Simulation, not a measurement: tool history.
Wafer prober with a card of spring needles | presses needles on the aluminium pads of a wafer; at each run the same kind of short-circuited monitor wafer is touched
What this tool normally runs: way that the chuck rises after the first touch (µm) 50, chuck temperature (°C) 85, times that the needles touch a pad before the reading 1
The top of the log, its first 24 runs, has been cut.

run	hour	way that the chuck rises after the first touch (µm)	chuck temperature (°C)	times that the needles touch a pad before the reading	touches since the tips were cleaned	cleanings since the card got new needles	touches since the first contact's height was set	resistance of one needle with its contact and lead (mohm)	way that a needle slides on the pad (µm)
# hour 176.8: tips cleaned on abrasive film
25	181.7	31	50	2	1669	21	12083	211	6.32
26	191.0	58	85	1	4873	21	15287	201	11.85
27	195.6	52	51	2	6428	21	16842	187	10.64
# hour 197.7: tips cleaned on abrasive film
28	203.2	52	51	2	1876	22	19422	172	10.68
29	213.0	50	85	1	5226	22	22772	217	10.12
# hour 219.2: tips cleaned on abrasive film
30	223.5	50	85	1	1490	23	26341	192	10.17
31	227.7	33	26	1	2943	23	27794	251	6.71
32	237.9	49	28	1	6418	23	31269	216	10.01
# hour 240.6: tips cleaned on abrasive film
33	248.5	49	28	1	2731	24	34876	193	9.96
34	256.7	49	28	1	5540	24	37685	216	9.97

Alternative continuations, all from the tool just after run 34; predict every row:
# hour 261.8: tips cleaned on abrasive film
A	265.5	50	85	1	1257	25	40648	?	?
# hour 261.8: tips cleaned on abrasive film
B	265.5	57	28	1	1257	25	40648	?	?
# hour 261.8: tips cleaned on abrasive film
C	265.5	46	39	1	1257	25	40648	?	?
# hour 261.8: tips cleaned on abrasive film
D	265.5	50	57	3	1257	25	40648	?	?

run	resistance of one needle with its contact and lead (mohm)	way that a needle slides on the pad (µm)
A	191	10.16
B	170	11.51
C	187	9.30
D	169	10.17
Without the tool's unlogged condition, the same runs would have read:
run	resistance of one needle with its contact and lead (mohm)	way that a needle slides on the pad (µm)
A	167	10.23
B	150	11.58
C	158	9.37
D	160	10.24

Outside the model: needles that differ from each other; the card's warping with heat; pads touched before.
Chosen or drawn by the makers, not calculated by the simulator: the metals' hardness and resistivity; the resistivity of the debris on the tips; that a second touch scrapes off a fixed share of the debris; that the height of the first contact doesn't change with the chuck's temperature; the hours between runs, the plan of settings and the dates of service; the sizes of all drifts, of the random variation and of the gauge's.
